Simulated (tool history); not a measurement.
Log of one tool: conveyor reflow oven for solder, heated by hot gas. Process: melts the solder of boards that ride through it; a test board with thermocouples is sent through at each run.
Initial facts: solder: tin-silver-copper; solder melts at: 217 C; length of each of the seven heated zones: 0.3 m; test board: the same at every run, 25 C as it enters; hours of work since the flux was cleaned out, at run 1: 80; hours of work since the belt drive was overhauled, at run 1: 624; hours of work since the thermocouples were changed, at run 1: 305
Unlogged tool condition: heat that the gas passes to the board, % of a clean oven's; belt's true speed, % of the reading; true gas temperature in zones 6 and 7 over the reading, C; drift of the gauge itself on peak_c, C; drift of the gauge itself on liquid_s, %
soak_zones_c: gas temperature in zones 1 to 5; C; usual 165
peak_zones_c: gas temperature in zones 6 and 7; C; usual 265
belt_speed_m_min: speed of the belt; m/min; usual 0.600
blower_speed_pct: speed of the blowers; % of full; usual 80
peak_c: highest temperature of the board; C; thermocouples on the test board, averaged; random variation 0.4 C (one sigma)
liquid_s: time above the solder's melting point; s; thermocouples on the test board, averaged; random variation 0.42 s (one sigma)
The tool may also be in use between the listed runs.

run     day  soak_zones_c  peak_zones_c  belt_speed_m_min  blower_speed_pct  hours of work since the flux was cleaned out  hours of work since the belt drive was overhauled  hours of work since the thermocouples were changed  peak_c  liquid_s
  1   0.000           165           265             0.600                80                                            80                                                624                                                 305   251.8      42.7
  2   2.946           165           265             0.600                80                                           111                                                656                                                 337   251.7      42.5
  3   4.775           165           265             0.600                80                                           131                                                675                                                 356   252.0      42.6
  4   6.642           165           265             0.600                80                                           151                                                695                                                 376   251.3      42.5
  5   8.129           165           265             0.600                80                                           167                                                711                                                 392   252.1      42.2
  6   9.917           165           265             0.600                80                                           186                                                730                                                 411   252.1      43.1
  7  12.667           165           265             0.600                80                                           215                                                760                                                 440   251.4      42.4
  8  13.975           165           265             0.600                55                                           229                                                773                                                 454   247.2      38.1
     14.675  -- flux residue cleaned out of gas plates and filters
  9  16.121           165           265             0.600                55                                            15                                                794                                                 475   247.1      38.6
 10  18.454           165           265             0.600                55                                            40                                                819                                                 500   246.6      37.8
 11  21.229           165           265             0.600                55                                            70                                                849                                                 530   246.1      38.4
 12  23.304           165           265             0.600                55                                            92                                                871                                                 552   245.9      38.1
 13  25.050           151           265             0.600                80                                           111                                                890                                                 570   250.2      38.1
 14  28.175           151           265             0.705                80                                           144                                                923                                                 604   244.5      28.5
 15  30.167           165           270             0.600                80                                           166                                                944                                                 625   255.6      45.1
 16  32.275           165           265             0.600                80                                           188                                                967                                                 648   251.2      43.7
 17  34.521           165           260             0.637                80                                           212                                                991                                                 672   245.5      35.7
 18  35.896           155           263             0.561                53                                           227                                               1005                                                 686   243.9      37.2
     37.004  -- flux residue cleaned out of gas plates and filters
 19  38.062           155           279             0.600                80                                            11                                               1026                                                 707   262.5      46.6
 20  40.388           179           264             0.675                53                                            36                                               1051                                                 732   243.9      35.3
     42.612  -- belt drive overhauled, speed set with a stopwatch
 21  43.025           160           256             0.577                66                                            63                                                  4                                                 758   241.0      35.9
 22  46.175           165           265             0.687                58                                            96                                                 38                                                 792   242.4      29.5
 23  48.912           176           265             0.672                79                                           125                                                 67                                                 821   250.3      39.6
 24  50.821           176           265             0.672                79                                           146                                                 88                                                 842   249.8      39.1
 25  53.462           176           265             0.672                79                                           174                                                116                                                 870   249.9      39.7
 26  56.112           176           265             0.486                80                                           202                                                144                                                 898   257.7      61.4
 27  58.733           176           265             0.570                59                                           230                                                172                                                 926   250.6      47.6
     59.346  -- flux residue cleaned out of gas plates and filters
 28  61.658           165           265             0.547                89                                            25                                                201                                                 955   255.6      50.3
 29  64.579           170           265             0.575                64                                            56                                                232                                                 986   250.2      44.7
 30  67.754           170           265             0.575                64                                            90                                                266                                                1020   250.5      45.0
 31  69.375           178           265             0.712                82                                           107                                                284                                                1038   248.9      36.1
 32  72.446           176           265             0.625                80                                           140                                                316                                                1070   251.6      43.1

Branching from run 32: 3 alternative next runs. What would each branch give?
  A  74.888           178           265             0.649                89                                           166                                                343                                                1097       ?         ?
  B  74.888           176           267             0.625                80                                           166                                                343                                                1097       ?         ?
  C  74.888           176           271             0.625                78                                           166                                                343                                                1097       ?         ?

run  peak_c  liquid_s
  A   252.6      43.2
  B   254.1      45.1
  C   257.9      46.4
The same runs, with their run-to-run variation unchanged, on a tool lacking any hidden condition would have given:
run  peak_c  liquid_s
  A   252.4      43.1
  B   254.0      45.0
  C   257.7      46.3
